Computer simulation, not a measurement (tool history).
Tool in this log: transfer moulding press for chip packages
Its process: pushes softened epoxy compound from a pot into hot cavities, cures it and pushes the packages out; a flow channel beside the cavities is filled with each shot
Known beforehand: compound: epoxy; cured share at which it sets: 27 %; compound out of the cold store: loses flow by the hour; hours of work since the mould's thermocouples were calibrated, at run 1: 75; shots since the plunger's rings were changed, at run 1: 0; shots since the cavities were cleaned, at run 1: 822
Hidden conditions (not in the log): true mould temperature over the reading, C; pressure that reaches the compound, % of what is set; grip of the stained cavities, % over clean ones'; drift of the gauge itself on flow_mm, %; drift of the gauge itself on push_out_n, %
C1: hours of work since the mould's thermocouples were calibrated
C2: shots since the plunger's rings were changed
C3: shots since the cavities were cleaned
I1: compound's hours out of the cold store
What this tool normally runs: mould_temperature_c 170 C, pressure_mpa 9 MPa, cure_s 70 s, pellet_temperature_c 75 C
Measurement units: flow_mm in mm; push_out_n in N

{"run": 1, "hour": 0.0, "mould_temperature_c": 170, "pressure_mpa": 9, "cure_s": 70, "pellet_temperature_c": 75, "C1": 75, "C2": 0, "C3": 822, "I1": 8.7, "flow_mm": 645, "push_out_n": 377}
{"hour": 11.0, "done": "cavities cleaned with cleaning compound and waxed"}
{"run": 2, "hour": 11.0, "mould_temperature_c": 170, "pressure_mpa": 9, "cure_s": 70, "pellet_temperature_c": 75, "C1": 79, "C2": 101, "C3": 0, "I1": 36.7, "flow_mm": 585, "push_out_n": 475}
{"run": 3, "hour": 20.5, "mould_temperature_c": 170, "pressure_mpa": 9, "cure_s": 70, "pellet_temperature_c": 71, "C1": 83, "C2": 204, "C3": 103, "I1": 45.4, "flow_mm": 565, "push_out_n": 461}
{"run": 4, "hour": 32.8, "mould_temperature_c": 170, "pressure_mpa": 9, "cure_s": 70, "pellet_temperature_c": 71, "C1": 88, "C2": 336, "C3": 235, "I1": 16.9, "flow_mm": 627, "push_out_n": 456}
{"hour": 47.8, "done": "cavities cleaned with cleaning compound and waxed, once more"}
{"run": 5, "hour": 53.2, "mould_temperature_c": 170, "pressure_mpa": 9, "cure_s": 70, "pellet_temperature_c": 71, "C1": 95, "C2": 538, "C3": 57, "I1": 35.7, "flow_mm": 589, "push_out_n": 248}
{"run": 6, "hour": 65.8, "mould_temperature_c": 170, "pressure_mpa": 9, "cure_s": 70, "pellet_temperature_c": 71, "C1": 101, "C2": 674, "C3": 193, "I1": 27.4, "flow_mm": 599, "push_out_n": 277}
{"run": 7, "hour": 77.6, "mould_temperature_c": 170, "pressure_mpa": 9, "cure_s": 70, "pellet_temperature_c": 78, "C1": 105, "C2": 800, "C3": 319, "I1": 30.5, "flow_mm": 587, "push_out_n": 306}
{"run": 8, "hour": 95.9, "mould_temperature_c": 170, "pressure_mpa": 9, "cure_s": 70, "pellet_temperature_c": 75, "C1": 113, "C2": 998, "C3": 517, "I1": 30.5, "flow_mm": 588, "push_out_n": 331}
{"run": 9, "hour": 106.0, "mould_temperature_c": 170, "pressure_mpa": 9, "cure_s": 70, "pellet_temperature_c": 75, "C1": 117, "C2": 1105, "C3": 624, "I1": 17.6, "flow_mm": 616, "push_out_n": 334}
{"run": 10, "hour": 114.7, "mould_temperature_c": 170, "pressure_mpa": 9.48, "cure_s": 70, "pellet_temperature_c": 75, "C1": 120, "C2": 1199, "C3": 718, "I1": 27.1, "flow_mm": 608, "push_out_n": 368}
{"run": 11, "hour": 128.0, "mould_temperature_c": 163, "pressure_mpa": 9, "cure_s": 78, "pellet_temperature_c": 75, "C1": 126, "C2": 1342, "C3": 861, "I1": 26.6, "flow_mm": 610, "push_out_n": 444}
{"hour": 134.3, "done": "cavities cleaned with cleaning compound and waxed"}
{"run": 12, "hour": 141.4, "mould_temperature_c": 170, "pressure_mpa": 6.85, "cure_s": 70, "pellet_temperature_c": 71, "C1": 131, "C2": 1469, "C3": 76, "I1": 24.8, "flow_mm": 522, "push_out_n": 235}
{"run": 13, "hour": 154.0, "mould_temperature_c": 170, "pressure_mpa": 6.85, "cure_s": 70, "pellet_temperature_c": 71, "C1": 136, "C2": 1605, "C3": 212, "I1": 28.2, "flow_mm": 518, "push_out_n": 269}
{"run": 14, "hour": 163.0, "mould_temperature_c": 170, "pressure_mpa": 10.12, "cure_s": 109, "pellet_temperature_c": 75, "C1": 139, "C2": 1701, "C3": 308, "I1": 33.3, "flow_mm": 613, "push_out_n": 258}
{"run": 15, "hour": 179.4, "mould_temperature_c": 170, "pressure_mpa": 10.12, "cure_s": 109, "pellet_temperature_c": 75, "C1": 146, "C2": 1878, "C3": 485, "I1": 21.6, "flow_mm": 627, "push_out_n": 283}
{"run": 16, "hour": 187.9, "mould_temperature_c": 169, "pressure_mpa": 7.84, "cure_s": 51, "pellet_temperature_c": 82, "C1": 149, "C2": 1969, "C3": 576, "I1": 21.5, "flow_mm": 566, "push_out_n": 645}
{"run": 17, "hour": 201.8, "mould_temperature_c": 169, "pressure_mpa": 7.84, "cure_s": 91, "pellet_temperature_c": 82, "C1": 155, "C2": 2118, "C3": 725, "I1": 22.5, "flow_mm": 560, "push_out_n": 329}
{"hour": 220.9, "done": "cavities cleaned with cleaning compound and waxed"}
{"run": 18, "hour": 220.9, "mould_temperature_c": 176, "pressure_mpa": 9, "cure_s": 70, "pellet_temperature_c": 75, "C1": 162, "C2": 2307, "C3": 0, "I1": 9.3, "flow_mm": 619, "push_out_n": 204}

Consider 5 possible next runs. They are alternatives, not a sequence: every one starts from the tool as it was left by run 18. What does each give?
{"run": "A", "hour": 239.3, "mould_temperature_c": 170, "pressure_mpa": 9.82, "cure_s": 60, "pellet_temperature_c": 75, "C1": 170, "C2": 2505, "C3": 198, "I1": 32.8, "flow_mm": "?", "push_out_n": "?"}
{"run": "B", "hour": 239.3, "mould_temperature_c": 169, "pressure_mpa": 7.56, "cure_s": 70, "pellet_temperature_c": 67, "C1": 170, "C2": 2505, "C3": 198, "I1": 36.4, "flow_mm": "?", "push_out_n": "?"}
{"run": "C", "hour": 239.3, "mould_temperature_c": 166, "pressure_mpa": 9, "cure_s": 70, "pellet_temperature_c": 75, "C1": 170, "C2": 2505, "C3": 198, "I1": 29.9, "flow_mm": "?", "push_out_n": "?"}
{"run": "D", "hour": 239.3, "mould_temperature_c": 170, "pressure_mpa": 7.26, "cure_s": 54, "pellet_temperature_c": 75, "C1": 170, "C2": 2505, "C3": 198, "I1": 40.4, "flow_mm": "?", "push_out_n": "?"}
{"run": "E", "hour": 239.3, "mould_temperature_c": 170, "pressure_mpa": 9, "cure_s": 70, "pellet_temperature_c": 75, "C1": 170, "C2": 2505, "C3": 198, "I1": 42.6, "flow_mm": "?", "push_out_n": "?"}

run=A flow_mm=589 push_out_n=342
run=B flow_mm=525 push_out_n=283
run=C flow_mm=588 push_out_n=305
run=D flow_mm=508 push_out_n=429
run=E flow_mm=554 push_out_n=266
Without the tool's hidden state the same runs would have given:
run=A flow_mm=614 push_out_n=271
run=B flow_mm=546 push_out_n=225
run=C flow_mm=613 push_out_n=242
run=D flow_mm=529 push_out_n=338
run=E flow_mm=577 push_out_n=213
